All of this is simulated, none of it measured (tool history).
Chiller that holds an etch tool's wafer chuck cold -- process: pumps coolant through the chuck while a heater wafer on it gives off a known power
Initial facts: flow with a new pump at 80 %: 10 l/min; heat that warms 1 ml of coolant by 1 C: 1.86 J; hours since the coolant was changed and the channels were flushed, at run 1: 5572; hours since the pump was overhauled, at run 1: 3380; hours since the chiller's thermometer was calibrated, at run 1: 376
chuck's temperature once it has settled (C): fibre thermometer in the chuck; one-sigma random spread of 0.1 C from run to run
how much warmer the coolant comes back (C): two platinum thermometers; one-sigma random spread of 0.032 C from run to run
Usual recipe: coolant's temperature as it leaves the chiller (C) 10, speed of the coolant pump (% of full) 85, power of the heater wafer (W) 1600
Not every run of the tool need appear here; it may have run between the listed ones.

run	hour	coolant's temperature as it leaves the chiller (C)	speed of the coolant pump (% of full)	power of the heater wafer (W)	hours since the coolant was changed and the channels were flushed	hours since the pump was overhauled	hours since the chiller's thermometer was calibrated	chuck's temperature once it has settled (C)	how much warmer the coolant comes back (C)
1	0	10	85	1600	5572	3380	376	23.1	4.82
2	145.8	10	85	1600	5717	3526	522	23.3	4.87
3	297.9	10	85	1600	5869	3678	674	23	4.78
4	371.1	10	85	1600	5943	3751	747	23.2	4.87
5	464	10	85	1600	6036	3844	840	23.1	4.84
6	572.4	10	85	1600	6144	3952	948	23.2	4.89
7	726.1	10	85	1600	6298	4106	1102	23.2	4.85
8	806.5	10	85	1600	6378	4186	1182	23.2	4.88
9	905.9	10	85	1600	6477	4286	1282	23.1	4.83
10	1043.9	10	85	1600	6615	4424	1420	23.1	4.86
11	1162.3	5	85	1600	6734	4542	1538	18.2	4.95
12	1330.7	5	85	1600	6902	4711	1707	18.2	4.93
13	1475.6	5	85	1600	7047	4855	1851	18.2	4.95
14	1584	10	85	1600	7155	4964	1960	23.2	5
15	1658.3	10	85	1600	7230	5038	2034	23.2	4.96
16	1770.8	1	85	1600	7342	5151	2147	14.2	4.98
17	1883.4	1	85	1600	7455	5263	2259	14.1	4.96
18	2015.5	10	60	1136	7587	5395	2391	21.7	5.19
19	2159.7	10	60	1136	7731	5540	2536	21.5	5.17
20	2317.5	10	60	1136	7889	5697	2693	21.6	5.19
21	2452	12	92	1585	8024	5832	2828	24.6	4.58
22	2559.4	10	67	1600	8131	5939	2935	25.2	6.49
23	2731.9	10	79	1600	8303	6112	3108	23.8	5.46
24	2879.4	7	85	1163	8451	6259	3255	16.5	3.76
25	3003.9	7	85	1163	8575	6384	3380	16.6	3.72
# hour 3061.7: gauge calibrated
# hour 3137.6: coolant changed, channels flushed
26	3181.9	12	79	917	44	6556	3552	20.1	2.94
27	3342.7	4	97	2085	205	6717	3713	19.8	5.4
28	3430.7	10	79	1600	293	6805	3800	23.9	5.31
29	3580.8	10	79	1600	443	6955	3951	23.6	5.24
30	3714.2	14	62	1144	577	7088	4084	25.5	4.98
31	3889.4	14	71	1195	752	7263	4259	24.9	4.5

For each entry between runs, how does the tool's hidden state at the last listed run before it compare with that at the first listed run after it?
Logged between run 25 and run 26: gauge calibrated (hour 3061.7); coolant changed, channels flushed (hour 3137.6)
  heat passed by the chuck's channels, % of clean ones': 99.8 -> 100; drift of the gauge itself on warmer_back_c, C: 0.24 -> 0.01
  measured minus no-state result, how much warmer the coolant comes back (C): +0.24 -> +0.01

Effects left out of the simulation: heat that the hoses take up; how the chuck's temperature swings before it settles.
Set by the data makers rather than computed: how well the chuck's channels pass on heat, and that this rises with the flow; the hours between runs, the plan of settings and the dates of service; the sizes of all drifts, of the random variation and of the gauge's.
